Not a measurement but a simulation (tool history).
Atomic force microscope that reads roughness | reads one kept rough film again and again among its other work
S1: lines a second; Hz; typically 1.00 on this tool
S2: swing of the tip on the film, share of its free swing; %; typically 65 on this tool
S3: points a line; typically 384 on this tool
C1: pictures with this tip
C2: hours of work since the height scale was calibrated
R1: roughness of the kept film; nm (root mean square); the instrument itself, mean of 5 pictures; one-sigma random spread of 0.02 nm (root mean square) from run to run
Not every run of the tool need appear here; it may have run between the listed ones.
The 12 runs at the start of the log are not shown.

Run 13, hour 195.2: usual settings but S2 84 %; C1 62; C2 185. Result: R1 3.980 nm (root mean square).
Run 14, hour 211.8: usual settings but S2 84 %; C1 89; C2 194. Result: R1 3.738 nm (root mean square).
Run 15, hour 234.8: usual settings but S2 84 %; C1 127; C2 208. Result: R1 3.383 nm (root mean square).
At hour 236.7: new tip fitted.
Run 16, hour 254.9: usual settings but S2 84 %; C1 30; C2 219. Result: R1 4.331 nm (root mean square).
Run 17, hour 266.2: usual settings but S2 84 %; C1 49; C2 226. Result: R1 4.106 nm (root mean square).
Run 18, hour 279.1: usual settings but S2 84 %; C1 70; C2 234. Result: R1 3.884 nm (root mean square).
Run 19, hour 295.6: usual settings but S2 84 %; C1 97; C2 243. Result: R1 3.659 nm (root mean square).
Run 20, hour 305.2: usual settings but S2 69 %, S3 678; C1 113; C2 249. Result: R1 3.691 nm (root mean square).
At hour 315.9: new tip fitted.
Run 21, hour 316.6: usual settings but S1 1.93 Hz, S2 69 %, S3 333; C1 1; C2 255. Result: R1 4.743 nm (root mean square).
Run 22, hour 331.2: usual settings but S1 3.04 Hz, S2 89 %; C1 25; C2 264. Result: R1 3.509 nm (root mean square).
Run 23, hour 340.9: usual settings but S1 3.07 Hz, S2 58 %, S3 398; C1 42; C2 270. Result: R1 4.293 nm (root mean square).
Run 24, hour 362.8: usual settings but S1 1.03 Hz, S2 80 %, S3 482; C1 78; C2 282. Result: R1 3.841 nm (root mean square).
Run 25, hour 372.3: usual settings but S1 0.54 Hz, S2 78 %; C1 93; C2 288. Result: R1 3.855 nm (root mean square).
At hour 394.9: new tip fitted.
Run 26, hour 395.0: usual settings but S1 2.57 Hz; C1 0; C2 301. Result: R1 4.779 nm (root mean square).
Run 27, hour 404.9: usual settings but S1 1.04 Hz, S2 69 %; C1 17; C2 307. Result: R1 4.726 nm (root mean square).
Run 28, hour 424.0: usual settings but S1 1.11 Hz, S2 69 %, S3 438; C1 48; C2 318. Result: R1 4.277 nm (root mean square).
Run 29, hour 434.8: usual settings but S1 2.42 Hz, S2 59 %, S3 411; C1 66; C2 324. Result: R1 4.032 nm (root mean square).
Run 30, hour 453.6: usual settings but S1 0.52 Hz, S2 59 %, S3 411; C1 97; C2 335. Result: R1 3.899 nm (root mean square).
Run 31, hour 463.5: usual settings but S1 1.89 Hz, S2 59 %, S3 386; C1 114; C2 341. Result: R1 3.633 nm (root mean square).
At hour 473.6: new tip fitted.
Run 32, hour 482.0: usual settings but S1 1.89 Hz, S2 59 %, S3 386; C1 14; C2 352. Result: R1 4.727 nm (root mean square).
Run 33, hour 502.2: usual settings but S1 3.31 Hz, S2 76 %, S3 437; C1 47; C2 363. Result: R1 3.749 nm (root mean square).
Run 34, hour 521.4: usual settings but S1 3.31 Hz, S2 76 %, S3 437; C1 79; C2 375. Result: R1 3.417 nm (root mean square).
Run 35, hour 539.1: usual settings but S1 0.93 Hz, S3 381; C1 108; C2 385. Result: R1 3.748 nm (root mean square).
Run 36, hour 550.4: usual settings but S1 1.39 Hz, S3 515; C1 127; C2 392. Result: R1 3.561 nm (root mean square).
At hour 553.0: new tip fitted.
Run 37, hour 564.3: usual settings but S1 1.39 Hz, S3 515; C1 19; C2 400. Result: R1 4.663 nm (root mean square).

5 ways to go on from here, each from the tool as it stands after run 37. What would each give?
Run A, hour 574.4: usual settings but S1 1.03 Hz; C1 36; C2 405. Result: R1 ?.
Run B, hour 574.4: usual settings but S1 3.64 Hz, S3 515; C1 36; C2 405. Result: R1 ?.
Run C, hour 574.4: usual settings but S1 1.38 Hz, S2 86 %, S3 902; C1 36; C2 405. Result: R1 ?.
Run D, hour 574.4: usual settings but S1 0.50 Hz, S3 515; C1 36; C2 405. Result: R1 ?.
Run E, hour 574.4: usual settings but S2 70 %, S3 395; C1 36; C2 405. Result: R1 ?.

run     R1
  A  4.464
  B  4.139
  C  4.084
  D  4.607
  E  4.438
With no hidden state in the tool, these same runs would have given:
run     R1
  A  4.984
  B  4.622
  C  4.560
  D  5.144
  E  4.955

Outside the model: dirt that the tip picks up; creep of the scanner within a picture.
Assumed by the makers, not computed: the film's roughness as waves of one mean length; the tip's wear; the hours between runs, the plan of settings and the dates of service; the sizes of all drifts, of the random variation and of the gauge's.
